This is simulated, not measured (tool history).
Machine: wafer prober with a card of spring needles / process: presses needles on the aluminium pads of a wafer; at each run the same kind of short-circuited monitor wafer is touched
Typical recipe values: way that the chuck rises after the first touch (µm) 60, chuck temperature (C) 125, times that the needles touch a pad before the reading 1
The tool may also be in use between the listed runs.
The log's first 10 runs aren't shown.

run,day,way that the chuck rises after the first touch (µm),chuck temperature (C),times that the needles touch a pad before the reading,resistance of one needle with its contact and lead (mohm),way that a needle slides on the pad (µm)
11,10.146,60,125,2,365,9.534
# day 10.608: tips cleaned on abrasive film
12,11.071,60,125,1,405,9.492
# day 12.179: height of the first contact set anew
# day 12.258: tips cleaned on abrasive film
13,12.258,60,125,1,244,9.714
14,13.571,60,37,1,464,9.710
# day 13.938: tips cleaned on abrasive film
15,14.683,60,125,1,431,9.689
# day 15.542: tips cleaned on abrasive film
16,15.612,60,75,1,269,9.700
17,16.842,60,75,1,459,9.674
# day 17.142: tips cleaned on abrasive film
18,17.454,43,125,2,380,6.916
19,18.012,43,125,2,459,6.920
# day 18.729: tips cleaned on abrasive film
20,19.075,43,125,2,397,6.921
21,20.233,43,125,3,394,6.901
# day 20.400: tips cleaned on abrasive film
22,20.921,42,36,2,448,6.733
# day 22.000: tips cleaned on abrasive film
23,22.200,42,36,2,352,6.711
24,23.346,47,107,2,460,7.521
# day 23.642: tips cleaned on abrasive film
25,24.083,73,107,1,342,11.706
26,25.033,73,107,1,388,11.725
# day 25.275: tips cleaned on abrasive film
27,26.288,73,107,1,386,11.711
28,26.846,60,34,2,369,9.597
# day 26.904: tips cleaned on abrasive film
29,27.925,59,28,1,473,9.416
# day 28.488: tips cleaned on abrasive film
30,29.117,59,50,1,435,9.398
31,29.762,59,50,1,484,9.408
# day 30.117: tips cleaned on abrasive film
32,30.583,59,50,1,396,9.410

Alternative continuations, all from the tool just after run 32; predict every row:
A,31.312,54,125,1,?,?
B,31.312,42,33,1,?,?
C,31.312,59,30,1,?,?

run,resistance of one needle with its contact and lead (mohm),way that a needle slides on the pad (µm)
A,506,8.571
B,720,6.623
C,484,9.396
Had the tool no hidden state, the same runs would have come out as:
run,resistance of one needle with its contact and lead (mohm),way that a needle slides on the pad (µm)
A,231,8.746
B,212,6.798
C,209,9.571

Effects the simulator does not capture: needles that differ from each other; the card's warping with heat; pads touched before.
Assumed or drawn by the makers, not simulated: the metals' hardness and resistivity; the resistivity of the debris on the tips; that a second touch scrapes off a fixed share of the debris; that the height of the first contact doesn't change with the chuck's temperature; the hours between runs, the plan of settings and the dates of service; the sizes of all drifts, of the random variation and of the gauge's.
